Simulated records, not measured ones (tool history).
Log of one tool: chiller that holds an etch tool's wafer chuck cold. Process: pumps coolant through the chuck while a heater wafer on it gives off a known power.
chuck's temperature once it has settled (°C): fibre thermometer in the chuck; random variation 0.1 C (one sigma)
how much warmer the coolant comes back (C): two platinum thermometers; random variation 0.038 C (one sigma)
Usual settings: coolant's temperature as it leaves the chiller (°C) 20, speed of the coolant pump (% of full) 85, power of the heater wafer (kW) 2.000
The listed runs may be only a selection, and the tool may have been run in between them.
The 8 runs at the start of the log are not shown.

run   hour  coolant's temperature as it leaves the chiller (°C)  speed of the coolant pump (% of full)  power of the heater wafer (kW)  hours since the coolant was changed and the channels were flushed  hours since the pump was overhauled  hours since the chiller's thermometer was calibrated  chuck's temperature once it has settled (°C)  how much warmer the coolant comes back (C)
  9  176.9                                                   20                                     85                           2.000                                                               1650                                  477                                                  3677                                          34.9                                        7.56
 10  190.9                                                   20                                     85                           2.000                                                               1664                                  491                                                  3691                                          35.0                                        7.53
 11  208.4                                                   20                                     85                           2.000                                                               1681                                  509                                                  3708                                          35.1                                        7.62
 12  234.2                                                   20                                     85                           2.000                                                               1707                                  534                                                  3734                                          35.1                                        7.65
 13  251.5                                                   20                                     85                           2.000                                                               1724                                  552                                                  3752                                          35.0                                        7.59
 14  275.7                                                   20                                     85                           2.000                                                               1749                                  576                                                  3776                                          35.2                                        7.64
 15  289.3                                                   20                                     85                           2.000                                                               1762                                  590                                                  3789                                          35.1                                        7.59
 16  310.1                                                   20                                     85                           2.000                                                               1783                                  610                                                  3810                                          35.1                                        7.63
 17  331.8                                                   20                                     81                           2.000                                                               1805                                  632                                                  3832                                          35.7                                        8.07
 18  360.2                                                   20                                     70                           1.584                                                               1833                                  660                                                  3860                                          33.9                                        7.44
 19  376.2                                                   17                                     67                           1.388                                                               1849                                  676                                                  3876                                          29.7                                        6.81
 20  407.2                                                   10                                     85                           2.000                                                               1880                                  707                                                  3907                                          24.9                                        7.66
 21  430.0                                                   10                                     75                           2.340                                                               1903                                  730                                                  3930                                          29.6                                       10.23
 22  458.6                                                   10                                     75                           2.340                                                               1932                                  759                                                  3959                                          29.5                                       10.11
 23  483.6                                                   19                                     65                           1.712                                                               1957                                  784                                                  3984                                          35.2                                        8.73
 24  507.4                                                   24                                     71                           2.041                                                               1980                                  808                                                  4008                                          42.1                                        9.57
 25  533.7                                                   18                                     68                           2.000                                                               2007                                  834                                                  4034                                          36.1                                        9.73
 26  550.1                                                   18                                     68                           2.000                                                               2023                                  850                                                  4050                                          36.2                                        9.69
     552.2  -- gauge calibrated
 27  581.3                                                   18                                     68                           2.000                                                               2054                                  882                                                  4081                                          36.1                                        9.49
 28  605.5                                                   18                                     68                           2.000                                                               2078                                  906                                                  4106                                          36.2                                        9.56
 29  636.8                                                   25                                     74                           2.000                                                               2110                                  937                                                  4137                                          41.9                                        8.70
 30  659.9                                                   13                                     82                           2.000                                                               2133                                  960                                                  4160                                          28.3                                        7.84
 31  676.2                                                   13                                     82                           2.000                                                               2149                                  976                                                  4176                                          28.4                                        7.82
 32  701.8                                                   11                                     91                           2.000                                                               2175                                 1002                                                  4202                                          25.2                                        7.05

Forecast each of these 4 alternatives for the next run:
  A  726.7                                                   13                                     78                           1.051                                                               2200                                 1027                                                  4227                                             ?                                           ?
  B  726.7                                                   19                                     85                           2.000                                                               2200                                 1027                                                  4227                                             ?                                           ?
  C  726.7                                                   20                                     78                           2.960                                                               2200                                 1027                                                  4227                                             ?                                           ?
  D  726.7                                                   21                                     68                           1.402                                                               2200                                 1027                                                  4227                                             ?                                           ?

run  chuck's temperature once it has settled (°C)  how much warmer the coolant comes back (C)
  A                                          21.5                                        4.36
  B                                          34.1                                        7.66
  C                                          43.9                                       12.26
  D                                          33.8                                        6.75
The same runs, with their run-to-run variation unchanged, on a tool lacking any hidden condition would have given:
run  chuck's temperature once it has settled (°C)  how much warmer the coolant comes back (C)
  A                                          21.5                                        4.29
  B                                          34.1                                        7.59
  C                                          43.9                                       12.18
  D                                          33.8                                        6.68

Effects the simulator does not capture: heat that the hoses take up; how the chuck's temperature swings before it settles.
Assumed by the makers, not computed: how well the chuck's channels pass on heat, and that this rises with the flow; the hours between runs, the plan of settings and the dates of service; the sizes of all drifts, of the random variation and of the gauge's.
